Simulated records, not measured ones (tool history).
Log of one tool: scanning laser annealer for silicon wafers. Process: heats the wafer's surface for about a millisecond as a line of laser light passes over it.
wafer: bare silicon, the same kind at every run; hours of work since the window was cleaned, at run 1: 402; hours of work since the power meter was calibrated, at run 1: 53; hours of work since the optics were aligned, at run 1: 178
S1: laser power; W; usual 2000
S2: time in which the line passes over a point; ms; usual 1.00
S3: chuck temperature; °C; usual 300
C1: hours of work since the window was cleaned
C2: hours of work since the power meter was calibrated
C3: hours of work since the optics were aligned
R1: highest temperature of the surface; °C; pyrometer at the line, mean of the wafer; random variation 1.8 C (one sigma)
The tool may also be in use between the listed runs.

run 1 hour=0.0 | S1=2000 S2=1.00 S3=300 | C1=402 C2=53 C3=178 | R1=1048
run 2 hour=4.8 | S1=2000 S2=1.00 S3=300 | C1=405 C2=55 C3=180 | R1=1047
run 3 hour=11.5 | S1=2000 S2=1.00 S3=300 | C1=408 C2=59 C3=183 | R1=1045
run 4 hour=17.5 | S1=2000 S2=1.00 S3=300 | C1=411 C2=62 C3=187 | R1=1044
run 5 hour=26.4 | S1=2000 S2=1.00 S3=300 | C1=416 C2=67 C3=191 | R1=1049
run 6 hour=33.0 | S1=2000 S2=1.00 S3=300 | C1=419 C2=70 C3=195 | R1=1046
run 7 hour=39.4 | S1=1956 S2=1.00 S3=300 | C1=423 C2=73 C3=198 | R1=1032
run 8 hour=44.0 | S1=2000 S2=0.98 S3=300 | C1=425 C2=76 C3=200 | R1=1038
run 9 hour=49.4 | S1=2000 S2=0.76 S3=267 | C1=428 C2=79 C3=203 | R1=907
run 10 hour=54.2 | S1=1898 S2=1.02 S3=300 | C1=431 C2=81 C3=206 | R1=1013
run 11 hour=58.8 | S1=1743 S2=1.00 S3=300 | C1=433 C2=84 C3=208 | R1=945
run 12 hour=64.1 | S1=1810 S2=1.00 S3=278 | C1=436 C2=86 C3=211 | R1=950
run 13 hour=68.3 | S1=2000 S2=0.80 S3=302 | C1=438 C2=88 C3=213 | R1=961
run 14 hour=73.4 | S1=2000 S2=0.80 S3=302 | C1=441 C2=91 C3=216 | R1=956
run 15 hour=81.1 | S1=1856 S2=0.71 S3=300 | C1=445 C2=95 C3=220 | R1=873

5 ways to go on from here, each from the tool as it stands after run 15. What would each give?
run A hour=89.5 | S1=1834 S2=0.78 S3=300 | C1=449 C2=100 C3=224 | R1=?
run B hour=89.5 | S1=1805 S2=0.96 S3=327 | C1=449 C2=100 C3=224 | R1=?
run C hour=89.5 | S1=2009 S2=1.16 S3=278 | C1=449 C2=100 C3=224 | R1=?
run D hour=89.5 | S1=2000 S2=0.71 S3=300 | C1=449 C2=100 C3=224 | R1=?
run E hour=89.5 | S1=2000 S2=0.71 S3=279 | C1=449 C2=100 C3=224 | R1=?

run=A R1=894
run=B R1=981
run=C R1=1090
run=D R1=917
run=E R1=894
Without the tool's hidden state the same runs would have given:
run=A R1=917
run=B R1=1006
run=C R1=1122
run=D R1=940
run=E R1=917
